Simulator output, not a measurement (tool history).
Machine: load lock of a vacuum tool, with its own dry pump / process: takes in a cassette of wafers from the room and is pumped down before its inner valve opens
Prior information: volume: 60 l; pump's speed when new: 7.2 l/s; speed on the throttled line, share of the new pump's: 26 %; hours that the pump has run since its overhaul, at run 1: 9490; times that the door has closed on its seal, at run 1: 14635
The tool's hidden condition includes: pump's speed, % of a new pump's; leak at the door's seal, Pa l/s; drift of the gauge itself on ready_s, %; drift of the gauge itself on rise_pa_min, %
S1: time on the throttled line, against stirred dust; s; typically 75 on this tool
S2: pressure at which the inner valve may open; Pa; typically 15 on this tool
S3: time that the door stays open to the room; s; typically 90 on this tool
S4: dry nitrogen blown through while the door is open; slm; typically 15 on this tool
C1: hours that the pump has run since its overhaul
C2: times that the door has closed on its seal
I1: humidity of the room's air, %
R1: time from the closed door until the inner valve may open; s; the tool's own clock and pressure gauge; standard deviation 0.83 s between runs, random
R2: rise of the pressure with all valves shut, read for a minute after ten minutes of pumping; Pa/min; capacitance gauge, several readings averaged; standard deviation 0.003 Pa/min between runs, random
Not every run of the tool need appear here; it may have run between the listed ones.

run,hour,S1,S2,S3,S4,C1,C2,I1,R1,R2
1,0,75,15,90,15,9490,14635,42.1,127.3,0.022
2,253.2,75,15,90,15,9743,15723,47.4,127.8,0.024
3,649.2,75,15,90,15,10139,17423,44.5,128.9,0.029
4,849.2,75,19,90,15,10339,18282,43,126.7,0.026
5,1252.9,75,19,90,15,10742,20016,41.5,125.4,0.027
6,1452.1,75,19,90,15,10942,20872,45.8,125.3,0.026
# hour 1773.2: door's seal changed, seat wiped
7,1826.9,75,20,90,15,11315,231,47.3,124.6,0.028
8,2055.9,75,20,90,15,11544,1214,47.4,125.9,0.029
9,2476.3,132,15,90,15,11964,3020,45.9,172.4,0.026
10,2786.6,132,15,90,15,12275,4353,44.6,169.9,0.02
11,2975.3,75,15,90,9,12463,5163,43.9,127.7,0.025
# hour 3116.4: dry pump taken out, an overhauled one fitted
12,3289.1,75,15,90,9,173,6485,44.7,129.7,0.023
13,3566.7,75,15,90,40,450,7677,47.1,128.1,0.021
14,3848.8,39,18,90,15,732,8889,48.6,99.4,0.025
15,4232.4,39,26,44,39,1116,10536,46,96.7,0.01
16,4588.6,146,11,137,33,1472,12066,43.3,182.4,0.022
17,4864,88,12,226,23,1748,13249,45.5,139.2,0.033
18,5294.5,88,12,226,23,2178,15098,47,139.7,0.029
19,5645.8,88,12,226,23,2529,16606,45.7,140,0.032
20,5845.4,84,12,47,23,2729,17464,45.6,138.9,0.014
21,6207.6,84,12,47,23,3091,19019,43.2,137.3,0.011
22,6507.1,54,21,67,12,3391,20305,44.8,111.5,0.02
23,6692.6,54,21,37,13,3576,21102,45.9,109.2,0.01
# hour 6955.6: door's seal changed, seat wiped
24,7082.2,79,15,90,24,3964,544,46.9,133.2,0.02
25,7398.1,63,19,90,24,4280,1900,44.5,117.6,0.018

Hidden condition of the tool, last listed run before each entry between runs versus first listed run after:
From run 6 to run 7: door's seal changed, seat wiped (hour 1773.2)
  leak at the door's seal, Pa l/s: 0.0039 -> 0.002
From run 11 to run 12: dry pump taken out, an overhauled one fitted (hour 3116.4)
  pump's speed, % of a new pump's: 99.9 -> 100; leak at the door's seal, Pa l/s: 0.0022 -> 0.0023
From run 23 to run 24: door's seal changed, seat wiped (hour 6955.6)
  leak at the door's seal, Pa l/s: 0.004 -> 0.002
